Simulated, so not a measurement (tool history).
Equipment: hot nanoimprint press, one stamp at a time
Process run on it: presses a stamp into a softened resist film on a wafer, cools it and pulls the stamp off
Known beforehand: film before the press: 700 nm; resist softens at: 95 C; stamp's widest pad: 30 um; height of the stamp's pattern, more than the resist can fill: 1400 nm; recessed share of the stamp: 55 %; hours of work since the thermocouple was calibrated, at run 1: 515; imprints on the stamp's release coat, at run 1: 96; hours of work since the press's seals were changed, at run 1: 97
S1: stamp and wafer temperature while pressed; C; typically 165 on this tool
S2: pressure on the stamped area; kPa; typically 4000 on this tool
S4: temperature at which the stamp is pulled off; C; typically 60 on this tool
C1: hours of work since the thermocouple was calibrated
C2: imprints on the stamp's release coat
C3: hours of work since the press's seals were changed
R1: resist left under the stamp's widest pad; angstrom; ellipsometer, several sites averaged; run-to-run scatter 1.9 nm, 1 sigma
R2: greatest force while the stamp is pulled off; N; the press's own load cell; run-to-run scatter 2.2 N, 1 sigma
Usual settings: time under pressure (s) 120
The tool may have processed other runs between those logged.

{"run": 1, "hour": 0.0, "S1": 165, "S2": 4000, "time under pressure (s)": 120, "S4": 60, "C1": 515, "C2": 96, "C3": 97, "R1": 2824, "R2": 160}
{"run": 2, "hour": 8.4, "S1": 165, "S2": 4000, "time under pressure (s)": 120, "S4": 60, "C1": 519, "C2": 125, "C3": 100, "R1": 2806, "R2": 163}
{"run": 3, "hour": 20.7, "S1": 165, "S2": 4000, "time under pressure (s)": 120, "S4": 60, "C1": 524, "C2": 168, "C3": 106, "R1": 2782, "R2": 162}
{"run": 4, "hour": 35.6, "S1": 165, "S2": 4000, "time under pressure (s)": 120, "S4": 60, "C1": 531, "C2": 219, "C3": 112, "R1": 2777, "R2": 164}
{"run": 5, "hour": 49.7, "S1": 165, "S2": 4000, "time under pressure (s)": 120, "S4": 60, "C1": 537, "C2": 268, "C3": 118, "R1": 2773, "R2": 162}
{"run": 6, "hour": 58.4, "S1": 165, "S2": 4000, "time under pressure (s)": 120, "S4": 60, "C1": 541, "C2": 297, "C3": 122, "R1": 2769, "R2": 168}
{"run": 7, "hour": 67.3, "S1": 165, "S2": 2530, "time under pressure (s)": 182, "S4": 60, "C1": 545, "C2": 328, "C3": 126, "R1": 2819, "R2": 171}
{"run": 8, "hour": 83.2, "S1": 165, "S2": 2530, "time under pressure (s)": 96, "S4": 60, "C1": 552, "C2": 383, "C3": 133, "R1": 3655, "R2": 168}

Run 9 comes next. What will it give?
{"run": 9, "hour": 97.6, "S1": 170, "S2": 4000, "time under pressure (s)": 120, "S4": 60, "C1": 558, "C2": 432, "C3": 139, "R1": "?", "R2": "?"}

Run 9 produced R1 2227 angstrom, R2 170 N.
Take away the tool's hidden state, keep the run-to-run variation as it was, and the same run would have given R1 2496 angstrom, R2 161 N.
